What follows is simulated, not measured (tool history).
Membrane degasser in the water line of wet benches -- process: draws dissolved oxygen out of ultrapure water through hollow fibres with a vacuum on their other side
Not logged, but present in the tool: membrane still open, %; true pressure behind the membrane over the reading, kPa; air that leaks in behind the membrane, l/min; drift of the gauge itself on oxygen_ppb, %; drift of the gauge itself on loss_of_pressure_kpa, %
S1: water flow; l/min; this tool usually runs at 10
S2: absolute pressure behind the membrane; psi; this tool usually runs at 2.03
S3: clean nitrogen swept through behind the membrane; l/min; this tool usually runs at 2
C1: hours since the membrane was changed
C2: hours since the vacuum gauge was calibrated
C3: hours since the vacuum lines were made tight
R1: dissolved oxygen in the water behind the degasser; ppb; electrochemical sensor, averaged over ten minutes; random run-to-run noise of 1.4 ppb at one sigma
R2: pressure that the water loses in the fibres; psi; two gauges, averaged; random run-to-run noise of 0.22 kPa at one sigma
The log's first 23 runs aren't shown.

| run | hour | S1 | S2 | S3 | C1 | C2 | C3 | R1 | R2 |
|---|---|---|---|---|---|---|---|---|---|
| 24 | 778.8 | 14 | 2.03 | 0.83 | 1528 | 3019 | 5744 | 400.7 | 11.294 |
| 25 | 818.5 | 11 | 1.78 | 2 | 1568 | 3059 | 5784 | 122.9 | 8.792 |
| 26 | 845.5 | 10 | 2.07 | 5.5 | 1595 | 3086 | 5811 | 53.3 | 7.973 |
| 27 | 893.1 | 10 | 2.07 | 5.5 | 1642 | 3134 | 5858 | 51.8 | 7.996 |
| 28 | 922 | 10 | 2.07 | 5.5 | 1671 | 3163 | 5887 | 52.5 | 7.967 |
| 29 | 954.1 | 11 | 1.46 | 5.95 | 1703 | 3195 | 5919 | 35 | 8.828 |
| 30 | 981.3 | 9 | 2.03 | 2 | 1730 | 3222 | 5946 | 118.9 | 7.198 |
| 31 | 1021.1 | 9 | 2.03 | 2 | 1770 | 3262 | 5986 | 120.3 | 7.172 |
| 32 | 1051.6 | 8 | 1.48 | 2.59 | 1801 | 3292 | 6017 | 53.6 | 6.366 |

Below are 4 alternative next runs, each starting from the tool's condition after run 32. Predict each:
| A | 1097.6 | 10 | 2.03 | 1.11 | 1847 | 3338 | 6063 | ? | ? |
| B | 1097.6 | 7 | 2.03 | 1.02 | 1847 | 3338 | 6063 | ? | ? |
| C | 1097.6 | 13 | 2.07 | 2.52 | 1847 | 3338 | 6063 | ? | ? |
| D | 1097.6 | 10 | 4.26 | 2 | 1847 | 3338 | 6063 | ? | ? |

| run | R1 | R2 |
|---|---|---|
| A | 232.6 | 7.909 |
| B | 176.1 | 5.533 |
| C | 144 | 10.286 |
| D | 308.5 | 7.921 |
Without the tool's hidden state the same runs would have given:
| run | R1 | R2 |
|---|---|---|
| A | 232.5 | 8.054 |
| B | 175.9 | 5.635 |
| C | 143.9 | 10.476 |
| D | 308.3 | 8.067 |
